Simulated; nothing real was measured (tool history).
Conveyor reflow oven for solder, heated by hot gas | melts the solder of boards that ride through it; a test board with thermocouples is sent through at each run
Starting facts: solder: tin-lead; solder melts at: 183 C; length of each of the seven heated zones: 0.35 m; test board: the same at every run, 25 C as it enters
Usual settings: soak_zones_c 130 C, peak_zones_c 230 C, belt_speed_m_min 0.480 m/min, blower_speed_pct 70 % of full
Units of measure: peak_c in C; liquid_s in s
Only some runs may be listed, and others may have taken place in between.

run   hour  soak_zones_c  peak_zones_c  belt_speed_m_min  blower_speed_pct  peak_c  liquid_s
  1    0.0           130           230             0.480                70   214.1      59.4
  2    7.9           130           230             0.480                70   213.9      59.5
  3   12.4           130           230             0.480                70   214.0      59.5
  4   18.0           130           228             0.480                70   212.2      57.6
  5   24.9           130           230             0.480                70   214.0      59.2
  6   32.4           130           230             0.480                70   214.0      59.4
  7   41.7           130           230             0.480                70   213.9      59.4
  8   50.2           130           230             0.480                70   213.8      59.2
  9   59.1           130           230             0.480                70   213.9      59.5
 10   66.1           130           230             0.480                70   213.7      59.3
 11   74.9           130           230             0.480                70   213.8      59.1
 12   79.2           130           230             0.480                70   213.9      59.1
 13   87.2           130           230             0.480                70   213.7      59.3
 14   96.6           130           230             0.480                70   213.9      59.0
 15  103.5           141           224             0.500                82   211.6      59.6
 16  108.3           127           235             0.564                70   211.2      45.9
 17  116.3           142           234             0.564                70   213.7      53.2
 18  122.9           135           230             0.480                87   217.6      65.6
 19  131.4           135           230             0.480                87   217.8      65.7
 20  137.5           135           230             0.480                87   217.8      65.7
 21  145.2           130           230             0.496                70   212.4      55.5
 22  149.2           140           238             0.462                69   223.2      74.1
 23  153.9           130           233             0.488                70   215.6      59.6
 24  163.4           130           233             0.488                70   215.5      59.7
 25  171.4           130           233             0.488                70   215.5      59.4
 26  179.3           130           243             0.545                74   221.2      56.9

A few steps of peak_c between consecutive runs. Split each: what settings, incoming material and random variation would produce without the hidden state, and what is left over for the hidden state, along with gauge scatter present in only one of the two compared results (measured, and without hidden state):
The tool's hidden condition here consists of: heat that the gas passes to the board, % of a clean oven's; belt's true speed, % of the reading; true gas temperature in zones 6 and 7 over the reading, C; drift of the gauge itself on peak_c, C; drift of the gauge itself on liquid_s, %.
Run 15 -> 16: soak_zones_c 141 -> 127, peak_zones_c 224 -> 235, belt_speed_m_min 0.500 -> 0.564, blower_speed_pct 82 -> 70. peak_c -0.4 C: hidden state -0.4, all else +0.0.
Run 21 -> 22: soak_zones_c 130 -> 140, peak_zones_c 230 -> 238, belt_speed_m_min 0.496 -> 0.462, blower_speed_pct 70 -> 69. peak_c +10.8 C: hidden state +0.2, all else +10.6.
Run 22 -> 23: soak_zones_c 140 -> 130, peak_zones_c 238 -> 233, belt_speed_m_min 0.462 -> 0.488, blower_speed_pct 69 -> 70. peak_c -7.6 C: hidden state -0.2, all else -7.4.
Run 25 -> 26: peak_zones_c 233 -> 243, belt_speed_m_min 0.488 -> 0.545, blower_speed_pct 70 -> 74. peak_c +5.7 C: hidden state -0.3, all else +6.0.

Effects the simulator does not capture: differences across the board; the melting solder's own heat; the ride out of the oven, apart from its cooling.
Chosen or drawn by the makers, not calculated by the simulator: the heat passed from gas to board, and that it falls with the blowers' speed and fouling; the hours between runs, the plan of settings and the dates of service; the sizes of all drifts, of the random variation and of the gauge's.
